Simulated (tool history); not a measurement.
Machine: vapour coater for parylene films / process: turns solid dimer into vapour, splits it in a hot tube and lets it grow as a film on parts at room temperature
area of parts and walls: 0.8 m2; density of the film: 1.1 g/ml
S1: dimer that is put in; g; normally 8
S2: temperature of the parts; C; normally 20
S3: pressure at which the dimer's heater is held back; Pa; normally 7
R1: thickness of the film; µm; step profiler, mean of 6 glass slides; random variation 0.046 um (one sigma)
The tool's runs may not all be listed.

| run | hour | S1 | S2 | S3 | R1 |
|---|---|---|---|---|---|
| 1 | 0 | 8 | 20 | 7 | 4.7 |
| 2 | 23.5 | 8 | 20 | 7 | 4.74 |
| 3 | 39.8 | 8 | 20 | 7 | 4.77 |
| 4 | 64.3 | 8 | 20 | 7 | 4.7 |
| 5 | 80.2 | 8 | 20 | 6.72 | 4.74 |
| 6 | 113.7 | 8 | 20 | 6.72 | 4.74 |
| 7 | 138.7 | 8 | 24 | 7 | 4.32 |
| 8 | 171.4 | 8 | 20 | 2.48 | 5.54 |
| 9 | 202 | 8 | 22 | 2.48 | 5.22 |
| 10 | 237.2 | 8 | 22 | 2.48 | 5.28 |
| 11 | 271.4 | 4 | 16 | 8.58 | 2.42 |
| 12 | 292 | 4 | 16 | 8.58 | 2.43 |
| 13 | 313.6 | 11 | 14 | 2.79 | 8.35 |
| 14 | 344.8 | 7 | 14 | 7.15 | 4.53 |
| 15 | 368.4 | 7 | 14 | 7.15 | 4.54 |
|  | 374.3 | trap's valve overhauled |
| 16 | 398.4 | 3 | 27 | 4.8 | 1.76 |

Forecast each of these 3 alternatives for the next run:
| A | 419.3 | 3 | 27 | 10.05 | ? |
| B | 419.3 | 3 | 12 | 4.22 | ? |
| C | 419.3 | 3 | 12 | 4.8 | ? |

| run | R1 |
|---|---|
| A | 1.53 |
| B | 2.57 |
| C | 2.46 |
With the hidden condition removed and each run's random variation left untouched, the same runs would have given:
| run | R1 |
|---|---|
| A | 1.54 |
| B | 2.59 |
| C | 2.48 |
